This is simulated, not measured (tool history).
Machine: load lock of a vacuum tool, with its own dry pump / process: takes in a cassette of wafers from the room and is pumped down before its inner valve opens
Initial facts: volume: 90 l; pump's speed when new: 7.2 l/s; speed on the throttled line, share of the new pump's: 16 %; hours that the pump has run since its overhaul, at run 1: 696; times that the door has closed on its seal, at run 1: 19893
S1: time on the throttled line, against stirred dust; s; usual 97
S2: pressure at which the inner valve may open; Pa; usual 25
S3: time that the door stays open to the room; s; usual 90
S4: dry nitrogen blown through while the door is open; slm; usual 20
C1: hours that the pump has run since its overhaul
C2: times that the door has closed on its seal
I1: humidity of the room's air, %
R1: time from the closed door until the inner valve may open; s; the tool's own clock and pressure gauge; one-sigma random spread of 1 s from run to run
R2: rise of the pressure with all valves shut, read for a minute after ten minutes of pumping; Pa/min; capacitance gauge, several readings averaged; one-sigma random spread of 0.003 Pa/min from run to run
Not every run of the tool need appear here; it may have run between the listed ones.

{"run": 1, "hour": 0.0, "S1": 97, "S2": 25, "S3": 90, "S4": 20, "C1": 696, "C2": 19893, "I1": 46.2, "R1": 187.6, "R2": 0.076}
{"run": 2, "hour": 337.6, "S1": 62, "S2": 25, "S3": 90, "S4": 20, "C1": 1034, "C2": 21319, "I1": 45.1, "R1": 158.2, "R2": 0.083}
{"run": 3, "hour": 702.0, "S1": 62, "S2": 25, "S3": 56, "S4": 20, "C1": 1398, "C2": 22859, "I1": 44.3, "R1": 157.6, "R2": 0.084}
{"run": 4, "hour": 1061.8, "S1": 97, "S2": 25, "S3": 90, "S4": 20, "C1": 1758, "C2": 24379, "I1": 45.3, "R1": 186.2, "R2": 0.097}
{"run": 5, "hour": 1408.9, "S1": 97, "S2": 25, "S3": 90, "S4": 20, "C1": 2105, "C2": 25846, "I1": 45.9, "R1": 186.5, "R2": 0.104}
{"run": 6, "hour": 1750.2, "S1": 97, "S2": 25, "S3": 90, "S4": 20, "C1": 2447, "C2": 27288, "I1": 44.8, "R1": 187.4, "R2": 0.115}
{"run": 7, "hour": 2057.0, "S1": 97, "S2": 25, "S3": 90, "S4": 20, "C1": 2753, "C2": 28584, "I1": 47.3, "R1": 186.8, "R2": 0.125}
{"run": 8, "hour": 2313.1, "S1": 97, "S2": 25, "S3": 90, "S4": 20, "C1": 3009, "C2": 29666, "I1": 44.6, "R1": 189.2, "R2": 0.131}
{"run": 9, "hour": 2647.6, "S1": 97, "S2": 25, "S3": 90, "S4": 20, "C1": 3344, "C2": 31080, "I1": 47.3, "R1": 187.8, "R2": 0.139}
{"run": 10, "hour": 2980.3, "S1": 97, "S2": 25, "S3": 90, "S4": 20, "C1": 3677, "C2": 32485, "I1": 45.6, "R1": 187.9, "R2": 0.146}
{"run": 11, "hour": 3267.8, "S1": 97, "S2": 25, "S3": 90, "S4": 20, "C1": 3964, "C2": 33700, "I1": 42.9, "R1": 189.1, "R2": 0.154}
{"run": 12, "hour": 3426.4, "S1": 97, "S2": 25, "S3": 90, "S4": 20, "C1": 4123, "C2": 34370, "I1": 43.9, "R1": 188.8, "R2": 0.155}
{"run": 13, "hour": 3687.3, "S1": 149, "S2": 50, "S3": 39, "S4": 4, "C1": 4384, "C2": 35472, "I1": 42, "R1": 221.8, "R2": 0.165}
{"hour": 3876.3, "done": "door's seal changed, seat wiped"}
{"run": 14, "hour": 4063.2, "S1": 149, "S2": 50, "S3": 39, "S4": 4, "C1": 4758, "C2": 790, "I1": 43.6, "R1": 226.5, "R2": 0.02}
{"run": 15, "hour": 4390.2, "S1": 140, "S2": 25, "S3": 27, "S4": 20, "C1": 5085, "C2": 2172, "I1": 45.8, "R1": 224.6, "R2": 0.014}
{"run": 16, "hour": 4732.7, "S1": 53, "S2": 22, "S3": 231, "S4": 33, "C1": 5428, "C2": 3619, "I1": 46.6, "R1": 155.8, "R2": 0.03}
{"run": 17, "hour": 4920.9, "S1": 97, "S2": 19, "S3": 90, "S4": 20, "C1": 5616, "C2": 4414, "I1": 46.9, "R1": 193.3, "R2": 0.029}

Alternative continuations, all from the tool just after run 17; predict every row:
{"run": "A", "hour": 5172.8, "S1": 157, "S2": 35, "S3": 90, "S4": 20, "C1": 5868, "C2": 5479, "I1": 44.7, "R1": "?", "R2": "?"}
{"run": "B", "hour": 5172.8, "S1": 125, "S2": 25, "S3": 90, "S4": 8, "C1": 5868, "C2": 5479, "I1": 43.2, "R1": "?", "R2": "?"}
{"run": "C", "hour": 5172.8, "S1": 97, "S2": 19, "S3": 198, "S4": 20, "C1": 5868, "C2": 5479, "I1": 45.6, "R1": "?", "R2": "?"}

run=A R1=234.7 R2=0.031
run=B R1=212.6 R2=0.031
run=C R1=193.8 R2=0.038
Without the tool's hidden state the same runs would have given:
run=A R1=230.8 R2=0.022
run=B R1=208.2 R2=0.021
run=C R1=189.1 R2=0.029
